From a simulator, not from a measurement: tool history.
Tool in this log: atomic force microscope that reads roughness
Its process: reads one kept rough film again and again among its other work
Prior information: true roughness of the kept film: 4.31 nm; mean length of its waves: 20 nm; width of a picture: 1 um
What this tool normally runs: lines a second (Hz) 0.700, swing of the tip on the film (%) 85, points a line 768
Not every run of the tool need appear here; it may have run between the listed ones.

| run | hour | lines a second (Hz) | swing of the tip on the film (%) | points a line | roughness of the kept film (nm (root mean square)) |
|---|---|---|---|---|---|
| 1 | 0.0 | 0.700 | 85 | 768 | 2.615 |
| 2 | 62.4 | 0.700 | 85 | 258 | 2.358 |
| 3 | 104.4 | 0.700 | 85 | 258 | 2.233 |
|  | 160.0 | new tip fitted |
| 4 | 165.9 | 0.700 | 85 | 258 | 3.056 |
| 5 | 218.0 | 0.700 | 85 | 768 | 2.894 |
| 6 | 284.8 | 0.578 | 85 | 768 | 2.702 |
| 7 | 340.7 | 0.700 | 85 | 459 | 2.455 |
|  | 346.7 | height scale calibrated on a step standard |
| 8 | 382.3 | 0.947 | 85 | 459 | 2.241 |
| 9 | 429.8 | 0.902 | 70 | 380 | 2.278 |
|  | 442.5 | new tip fitted |
| 10 | 494.9 | 0.752 | 62 | 362 | 3.095 |
| 11 | 544.8 | 0.700 | 84 | 841 | 2.751 |
| 12 | 594.3 | 0.801 | 85 | 461 | 2.476 |
| 13 | 625.2 | 0.801 | 85 | 461 | 2.424 |
| 14 | 659.7 | 0.801 | 67 | 461 | 2.477 |

3 options for the next run, each taken on its own from the tool as it stands now. Forecast them:
| A | 707.0 | 0.801 | 56 | 550 | ? |
| B | 707.0 | 1.564 | 68 | 594 | ? |
| C | 707.0 | 1.201 | 85 | 283 | ? |

| run | roughness of the kept film (nm (root mean square)) |
|---|---|
| A | 2.377 |
| B | 2.248 |
| C | 2.040 |
What these runs would have given with no unlogged condition in the tool:
| run | roughness of the kept film (nm (root mean square)) |
|---|---|
| A | 3.419 |
| B | 3.232 |
| C | 2.932 |
